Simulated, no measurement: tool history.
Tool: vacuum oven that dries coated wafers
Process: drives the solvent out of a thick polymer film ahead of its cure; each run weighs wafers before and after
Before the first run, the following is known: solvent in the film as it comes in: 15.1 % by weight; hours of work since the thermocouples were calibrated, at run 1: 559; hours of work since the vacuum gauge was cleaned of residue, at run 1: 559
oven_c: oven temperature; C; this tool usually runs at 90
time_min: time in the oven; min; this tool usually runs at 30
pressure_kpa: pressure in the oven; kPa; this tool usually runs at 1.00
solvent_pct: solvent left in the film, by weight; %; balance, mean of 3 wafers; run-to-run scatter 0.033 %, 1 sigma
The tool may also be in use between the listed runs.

run	hour	oven_c	time_min	pressure_kpa	hours of work since the thermocouples were calibrated	hours of work since the vacuum gauge was cleaned of residue	solvent_pct
1	0.0	90	30	1.00	559	559	3.35
2	24.9	90	30	1.00	573	573	3.42
3	53.5	90	30	1.00	588	588	3.42
4	73.2	90	30	1.00	599	599	3.44
5	101.3	90	30	1.00	614	614	3.45
6	123.7	90	30	1.00	626	626	3.48
7	146.8	90	30	1.00	639	639	3.48
8	165.8	78	30	1.00	649	649	6.25
9	191.9	90	30	1.00	663	663	3.44
10	220.5	90	20	1.00	679	679	5.04
11	233.2	101	19	1.96	686	686	3.67
12	253.4	101	19	1.96	697	697	3.69
13	278.9	97	18	2.94	711	711	5.38
14	291.3	77	18	2.32	717	717	9.76
15	305.2	77	38	0.95	725	725	5.47
16	334.2	90	22	1.85	741	741	5.51
17	355.4	90	30	1.85	752	752	4.30
18	371.0	90	30	1.85	761	761	4.28

5 ways to go on from here, each from the tool as it stands after run 18. What would each give?
A	391.7	90	24	1.00	772	772	?
B	391.7	99	30	1.85	772	772	?
C	391.7	83	27	1.40	772	772	?
D	391.7	96	18	3.26	772	772	?
E	391.7	90	53	2.30	772	772	?

run	solvent_pct
A	4.44
B	2.67
C	5.92
D	5.87
E	3.49
With the hidden condition removed and each run's random variation left untouched, the same runs would have given:
run	solvent_pct
A	4.02
B	2.34
C	5.42
D	5.47
E	3.07

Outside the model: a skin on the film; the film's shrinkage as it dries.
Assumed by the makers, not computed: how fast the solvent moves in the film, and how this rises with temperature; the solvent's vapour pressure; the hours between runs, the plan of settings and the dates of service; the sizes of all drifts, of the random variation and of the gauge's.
